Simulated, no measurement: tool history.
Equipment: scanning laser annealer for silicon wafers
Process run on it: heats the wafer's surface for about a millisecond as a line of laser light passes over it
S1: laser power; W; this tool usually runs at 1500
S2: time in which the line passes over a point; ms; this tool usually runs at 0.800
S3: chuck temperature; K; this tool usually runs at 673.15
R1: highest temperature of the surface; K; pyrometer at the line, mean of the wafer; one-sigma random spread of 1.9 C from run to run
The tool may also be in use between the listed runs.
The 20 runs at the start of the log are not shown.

| run | day | S1 | S2 | S3 | R1 |
|---|---|---|---|---|---|
| 21 | 9.021 | 1281 | 0.997 | 636.15 | 1261.15 |
| 22 | 9.629 | 1500 | 0.806 | 673.15 | 1356.15 |
| 23 | 9.975 | 1332 | 0.800 | 668.15 | 1250.15 |
| 24 | 10.358 | 1500 | 0.599 | 673.15 | 1258.15 |
| 25 | 10.838 | 1500 | 0.694 | 673.15 | 1301.15 |
|  | 10.958 | window over the wafer cleaned |
| 26 | 11.333 | 1500 | 0.653 | 650.15 | 1248.15 |
| 27 | 11.892 | 1613 | 0.697 | 694.15 | 1371.15 |
| 28 | 12.471 | 1295 | 0.800 | 673.15 | 1219.15 |
| 29 | 13.067 | 1500 | 0.662 | 673.15 | 1273.15 |
| 30 | 13.375 | 1604 | 0.800 | 704.15 | 1422.15 |
|  | 13.558 | window over the wafer cleaned, once more |
| 31 | 14.054 | 1604 | 0.800 | 704.15 | 1501.15 |
| 32 | 14.575 | 1604 | 0.800 | 704.15 | 1496.15 |
| 33 | 14.862 | 1320 | 0.920 | 644.15 | 1311.15 |
| 34 | 15.442 | 1441 | 0.917 | 644.15 | 1385.15 |
| 35 | 15.817 | 1441 | 0.917 | 644.15 | 1387.15 |
| 36 | 16.433 | 1500 | 0.876 | 673.15 | 1435.15 |
| 37 | 16.792 | 1577 | 0.800 | 673.15 | 1450.15 |
| 38 | 17.367 | 1577 | 0.800 | 673.15 | 1446.15 |
| 39 | 17.792 | 1577 | 0.800 | 681.15 | 1455.15 |
| 40 | 18.058 | 1577 | 0.800 | 681.15 | 1458.15 |

Predict each of these 3 candidate next runs independently; none follows another, all start after run 40:
| A | 18.579 | 1599 | 0.829 | 698.15 | ? |
| B | 18.579 | 1306 | 0.949 | 645.15 | ? |
| C | 18.579 | 1500 | 0.800 | 636.15 | ? |

| run | R1 |
|---|---|
| A | 1501.15 |
| B | 1310.15 |
| C | 1360.15 |
Stripped of hidden state, with their random variation kept, the same runs would have yielded:
| run | R1 |
|---|---|
| A | 1510.15 |
| B | 1317.15 |
| C | 1368.15 |

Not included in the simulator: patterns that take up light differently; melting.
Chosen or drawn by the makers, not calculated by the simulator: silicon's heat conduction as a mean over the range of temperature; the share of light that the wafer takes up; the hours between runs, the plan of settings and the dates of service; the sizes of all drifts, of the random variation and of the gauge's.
